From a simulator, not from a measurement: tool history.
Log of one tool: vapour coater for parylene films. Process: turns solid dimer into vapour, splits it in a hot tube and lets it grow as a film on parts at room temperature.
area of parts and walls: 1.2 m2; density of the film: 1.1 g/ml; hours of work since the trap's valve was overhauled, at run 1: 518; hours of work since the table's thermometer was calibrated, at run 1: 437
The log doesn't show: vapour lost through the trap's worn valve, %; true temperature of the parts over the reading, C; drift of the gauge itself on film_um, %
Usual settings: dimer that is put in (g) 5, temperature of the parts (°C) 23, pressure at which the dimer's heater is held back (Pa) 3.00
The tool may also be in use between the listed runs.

run,hour,dimer that is put in (g),temperature of the parts (°C),pressure at which the dimer's heater is held back (Pa),hours of work since the trap's valve was overhauled,hours of work since the table's thermometer was calibrated,thickness of the film (um)
1,0.0,5,23,3.00,518,437,2.885
2,19.9,5,23,3.00,535,454,2.871
3,40.2,5,23,6.15,553,472,2.747
4,60.4,5,23,6.15,570,489,2.745
5,82.1,5,23,6.15,589,508,2.738
# hour 87.9: trap's valve overhauled
6,107.9,3,17,3.00,17,527,2.069
7,122.6,3,17,3.00,30,540,2.052
8,146.9,3,17,7.48,51,561,2.014
9,164.4,3,17,7.48,66,576,1.997
# hour 176.7: trap's valve overhauled, once more
10,182.0,6,18,7.48,5,588,4.141

Forecast each of these 4 alternatives for the next run:
A,196.5,5,23,3.00,17,600,?
B,196.5,6,21,2.10,17,600,?
C,196.5,6,20,2.44,17,600,?
D,196.5,6,23,3.00,17,600,?

run,thickness of the film (um)
A,2.991
B,3.982
C,4.118
D,3.594
Without the tool's hidden state the same runs would have given:
run,thickness of the film (um)
A,2.951
B,3.928
C,4.063
D,3.546
